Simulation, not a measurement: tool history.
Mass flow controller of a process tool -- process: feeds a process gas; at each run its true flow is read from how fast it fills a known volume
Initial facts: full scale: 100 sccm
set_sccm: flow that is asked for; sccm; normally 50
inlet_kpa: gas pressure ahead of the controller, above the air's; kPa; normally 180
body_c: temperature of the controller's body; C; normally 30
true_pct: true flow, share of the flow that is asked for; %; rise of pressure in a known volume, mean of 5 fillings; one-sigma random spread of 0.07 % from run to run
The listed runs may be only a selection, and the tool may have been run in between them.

{"run": 1, "hour": 0.0, "set_sccm": 50, "inlet_kpa": 180, "body_c": 30, "true_pct": 97.33}
{"run": 2, "hour": 404.3, "set_sccm": 50, "inlet_kpa": 180, "body_c": 30, "true_pct": 97.3}
{"run": 3, "hour": 830.1, "set_sccm": 50, "inlet_kpa": 180, "body_c": 30, "true_pct": 97.33}
{"run": 4, "hour": 1041.9, "set_sccm": 27, "inlet_kpa": 180, "body_c": 30, "true_pct": 94.62}
{"hour": 1235.1, "done": "controller's zero set anew"}
{"run": 5, "hour": 1266.6, "set_sccm": 27, "inlet_kpa": 180, "body_c": 30, "true_pct": 92.92}
{"run": 6, "hour": 1706.6, "set_sccm": 27, "inlet_kpa": 180, "body_c": 30, "true_pct": 92.92}
{"run": 7, "hour": 1887.2, "set_sccm": 27, "inlet_kpa": 157, "body_c": 30, "true_pct": 92.85}
{"run": 8, "hour": 2231.8, "set_sccm": 50, "inlet_kpa": 180, "body_c": 30, "true_pct": 96.22}
{"hour": 2592.2, "done": "controller's zero set anew, once more"}
{"run": 9, "hour": 2592.2, "set_sccm": 60, "inlet_kpa": 180, "body_c": 30, "true_pct": 100.13}
{"run": 10, "hour": 2984.6, "set_sccm": 60, "inlet_kpa": 180, "body_c": 30, "true_pct": 100.06}
{"run": 11, "hour": 3243.6, "set_sccm": 50, "inlet_kpa": 259, "body_c": 30, "true_pct": 99.32}
{"run": 12, "hour": 3610.4, "set_sccm": 50, "inlet_kpa": 259, "body_c": 30, "true_pct": 99.11}
{"run": 13, "hour": 3822.9, "set_sccm": 50, "inlet_kpa": 259, "body_c": 30, "true_pct": 99.19}
{"run": 14, "hour": 4025.5, "set_sccm": 50, "inlet_kpa": 259, "body_c": 30, "true_pct": 99.06}
{"run": 15, "hour": 4401.7, "set_sccm": 50, "inlet_kpa": 259, "body_c": 30, "true_pct": 99.07}
{"run": 16, "hour": 4649.3, "set_sccm": 50, "inlet_kpa": 180, "body_c": 26, "true_pct": 100.07}
{"run": 17, "hour": 4943.9, "set_sccm": 50, "inlet_kpa": 180, "body_c": 26, "true_pct": 99.98}
{"run": 18, "hour": 5169.0, "set_sccm": 83, "inlet_kpa": 180, "body_c": 40, "true_pct": 99.25}
{"run": 19, "hour": 5510.1, "set_sccm": 13, "inlet_kpa": 178, "body_c": 26, "true_pct": 97.42}
{"run": 20, "hour": 5839.2, "set_sccm": 50, "inlet_kpa": 147, "body_c": 23, "true_pct": 100.35}
{"run": 21, "hour": 6135.8, "set_sccm": 22, "inlet_kpa": 218, "body_c": 30, "true_pct": 97.59}
{"run": 22, "hour": 6522.5, "set_sccm": 12, "inlet_kpa": 218, "body_c": 30, "true_pct": 95.49}
{"run": 23, "hour": 6769.9, "set_sccm": 12, "inlet_kpa": 218, "body_c": 30, "true_pct": 95.38}
{"run": 24, "hour": 7026.0, "set_sccm": 34, "inlet_kpa": 150, "body_c": 31, "true_pct": 98.59}
{"run": 25, "hour": 7342.2, "set_sccm": 50, "inlet_kpa": 180, "body_c": 39, "true_pct": 98.29}
{"run": 26, "hour": 7570.2, "set_sccm": 50, "inlet_kpa": 180, "body_c": 23, "true_pct": 99.84}
{"run": 27, "hour": 7803.2, "set_sccm": 20, "inlet_kpa": 165, "body_c": 39, "true_pct": 95.99}
{"run": 28, "hour": 8006.3, "set_sccm": 74, "inlet_kpa": 182, "body_c": 21, "true_pct": 100.7}
{"run": 29, "hour": 8420.3, "set_sccm": 74, "inlet_kpa": 182, "body_c": 21, "true_pct": 100.7}
{"run": 30, "hour": 8720.6, "set_sccm": 50, "inlet_kpa": 193, "body_c": 37, "true_pct": 98.19}
{"run": 31, "hour": 9067.5, "set_sccm": 50, "inlet_kpa": 193, "body_c": 37, "true_pct": 98.07}
{"run": 32, "hour": 9346.4, "set_sccm": 50, "inlet_kpa": 193, "body_c": 37, "true_pct": 98.16}
{"run": 33, "hour": 9722.4, "set_sccm": 50, "inlet_kpa": 180, "body_c": 28, "true_pct": 99.05}
{"run": 34, "hour": 9917.7, "set_sccm": 50, "inlet_kpa": 205, "body_c": 22, "true_pct": 99.29}

Each row is a separate what-if for the run after 34, all from the same tool condition, not one after another. Results?
{"run": "A", "hour": 10139.3, "set_sccm": 33, "inlet_kpa": 180, "body_c": 30, "true_pct": "?"}
{"run": "B", "hour": 10139.3, "set_sccm": 50, "inlet_kpa": 144, "body_c": 30, "true_pct": "?"}
{"run": "C", "hour": 10139.3, "set_sccm": 49, "inlet_kpa": 171, "body_c": 34, "true_pct": "?"}

run=A true_pct=97.62
run=B true_pct=99.05
run=C true_pct=98.29
The same runs, with their run-to-run variation unchanged, on a tool lacking any hidden condition would have given:
run=A true_pct=98.72
run=B true_pct=99.24
run=C true_pct=98.53
